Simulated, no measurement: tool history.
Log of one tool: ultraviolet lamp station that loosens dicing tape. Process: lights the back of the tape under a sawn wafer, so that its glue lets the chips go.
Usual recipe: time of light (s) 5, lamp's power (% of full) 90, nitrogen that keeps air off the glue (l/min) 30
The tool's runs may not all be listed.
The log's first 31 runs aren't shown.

run,day,time of light (s),lamp's power (% of full),nitrogen that keeps air off the glue (l/min),force that peels the tape off (N),light that reached the tape (J/m2)
32,63.733,2,90,31,1.236,1310
33,65.454,2,68,47,1.580,970
34,67.567,5,66,30,0.530,2380
35,69.550,4,66,43,0.672,1830
36,71.621,4,66,43,0.704,1830
37,74.475,3,90,14,1.084,1800
# day 76.617: window cleaned of glue's vapour
38,77.117,3,91,49,0.509,2180
39,79.604,8,90,15,0.178,5520
40,81.354,5,71,30,0.417,2690
41,83.921,2,71,12,2.015,1050
42,85.504,7,90,30,0.165,4580
43,87.112,7,90,30,0.179,4450

Here are 4 independent what-if runs from the current tool condition. What would each one return?
A,89.975,5,86,30,?,?
B,89.975,3,66,11,?,?
C,89.975,5,79,46,?,?
D,89.975,6,87,20,?,?

run,force that peels the tape off (N),light that reached the tape (J/m2)
A,0.340,2960
B,1.701,1380
C,0.325,2710
D,0.290,3590
With no hidden state in the tool, these same runs would have given:
run,force that peels the tape off (N),light that reached the tape (J/m2)
A,0.190,4160
B,1.168,1920
C,0.186,3810
D,0.172,5030
